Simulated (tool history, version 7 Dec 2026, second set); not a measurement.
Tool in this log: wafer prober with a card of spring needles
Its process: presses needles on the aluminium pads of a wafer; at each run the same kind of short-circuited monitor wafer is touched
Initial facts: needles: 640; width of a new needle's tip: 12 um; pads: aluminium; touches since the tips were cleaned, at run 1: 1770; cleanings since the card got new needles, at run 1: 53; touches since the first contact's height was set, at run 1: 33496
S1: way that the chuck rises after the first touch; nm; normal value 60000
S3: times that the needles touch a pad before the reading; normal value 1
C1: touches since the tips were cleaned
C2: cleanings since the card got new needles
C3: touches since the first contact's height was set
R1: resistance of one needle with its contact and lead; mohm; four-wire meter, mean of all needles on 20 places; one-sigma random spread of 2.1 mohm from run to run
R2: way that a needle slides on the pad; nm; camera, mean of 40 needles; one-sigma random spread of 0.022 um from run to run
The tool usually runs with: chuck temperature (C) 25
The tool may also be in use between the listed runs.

run 1 hour=0.0 | S1=60000 chuck_temperature_(C)=25 S3=1 | C1=1770 C2=53 C3=33496 | R1=265 R2=10320
-- hour=7.6 tips cleaned on abrasive film
-- hour=20.0 tips cleaned on abrasive film
run 2 hour=27.6 | S1=60000 chuck_temperature_(C)=25 S3=1 | C1=3026 C2=55 C3=44373 | R1=279 R2=10280
-- hour=32.4 tips cleaned on abrasive film
-- hour=44.9 tips cleaned on abrasive film
run 3 hour=50.5 | S1=60000 chuck_temperature_(C)=25 S3=1 | C1=2230 C2=57 C3=53370 | R1=266 R2=10200
-- hour=57.4 tips cleaned on abrasive film
-- hour=69.0 tips cleaned on abrasive film
-- hour=80.9 tips cleaned on abrasive film
-- hour=88.3 height of the first contact set anew
run 4 hour=90.1 | S1=60000 chuck_temperature_(C)=25 S3=2 | C1=3545 C2=60 C3=697 | R1=266 R2=10120
-- hour=92.5 tips cleaned on abrasive film
-- hour=103.8 tips cleaned on abrasive film
run 5 hour=110.1 | S1=60000 chuck_temperature_(C)=25 S3=2 | C1=2496 C2=62 C3=8563 | R1=254 R2=10070
-- hour=115.2 tips cleaned on abrasive film
-- hour=127.0 tips cleaned on abrasive film
-- hour=139.1 tips cleaned on abrasive film
-- hour=150.8 tips cleaned on abrasive film
run 6 hour=153.6 | S1=60000 chuck_temperature_(C)=25 S3=2 | C1=1120 C2=66 C3=25659 | R1=254 R2=9980
-- hour=162.6 tips cleaned on abrasive film
-- hour=172.9 tips cleaned on abrasive film
run 7 hour=172.9 | S1=60000 chuck_temperature_(C)=25 S3=1 | C1=0 C2=68 C3=33225 | R1=243 R2=9940
-- hour=185.1 tips cleaned on abrasive film
-- hour=197.2 tips cleaned on abrasive film
-- hour=209.8 tips cleaned on abrasive film
-- hour=214.8 height of the first contact set anew, once more
run 8 hour=214.8 | S1=60000 chuck_temperature_(C)=25 S3=1 | C1=1874 C2=71 C3=0 | R1=272 R2=10530
-- hour=221.8 tips cleaned on abrasive film
-- hour=233.5 tips cleaned on abrasive film
run 9 hour=241.2 | S1=69000 chuck_temperature_(C)=25 S3=1 | C1=3057 C2=73 C3=10387 | R1=272 R2=12000
-- hour=243.8 tips cleaned on abrasive film
-- hour=256.2 tips cleaned on abrasive film
-- hour=268.3 tips cleaned on abrasive film
run 10 hour=269.2 | S1=60000 chuck_temperature_(C)=25 S3=3 | C1=380 C2=76 C3=21379 | R1=241 R2=10330
-- hour=279.1 tips cleaned on abrasive film
-- hour=290.7 tips cleaned on abrasive film
run 11 hour=294.4 | S1=60000 chuck_temperature_(C)=25 S3=3 | C1=1477 C2=78 C3=31296 | R1=251 R2=10310
-- hour=302.0 tips cleaned on abrasive film
-- hour=313.9 tips cleaned on abrasive film
-- hour=324.0 tips cleaned on abrasive film
run 12 hour=325.7 | S1=60000 chuck_temperature_(C)=25 S3=3 | C1=669 C2=81 C3=43553 | R1=243 R2=10290
-- hour=335.3 tips cleaned on abrasive film
-- hour=347.9 tips cleaned on abrasive film
run 13 hour=354.0 | S1=60000 chuck_temperature_(C)=46 S3=1 | C1=2422 C2=83 C3=54713 | R1=285 R2=10260
-- hour=358.9 tips cleaned on abrasive film
-- hour=370.5 tips cleaned on abrasive film
run 14 hour=373.9 | S1=60000 chuck_temperature_(C)=25 S3=1 | C1=1343 C2=85 C3=62537 | R1=264 R2=10160
-- hour=381.0 tips cleaned on abrasive film
-- hour=388.3 height of the first contact set anew
-- hour=392.2 tips cleaned on abrasive film
-- hour=404.4 tips cleaned on abrasive film
run 15 hour=411.7 | S1=42000 chuck_temperature_(C)=50 S3=2 | C1=2892 C2=88 C3=9220 | R1=306 R2=7300
-- hour=416.5 tips cleaned on abrasive film
-- hour=428.9 tips cleaned on abrasive film
-- hour=440.9 tips cleaned on abrasive film
run 16 hour=443.8 | S1=60000 chuck_temperature_(C)=30 S3=1 | C1=1138 C2=91 C3=21833 | R1=259 R2=10410

What will run 17 give?
-- hour=453.5 tips cleaned on abrasive film
-- hour=465.3 tips cleaned on abrasive film
run 17 hour=473.2 | S1=60000 chuck_temperature_(C)=55 S3=2 | C1=3129 C2=93 C3=33396 | R1=? R2=?

R1: 275 mohm
R2: 10360 nm
With no hidden state in the tool, this same run would have given R1 239 mohm, R2 10490 nm.
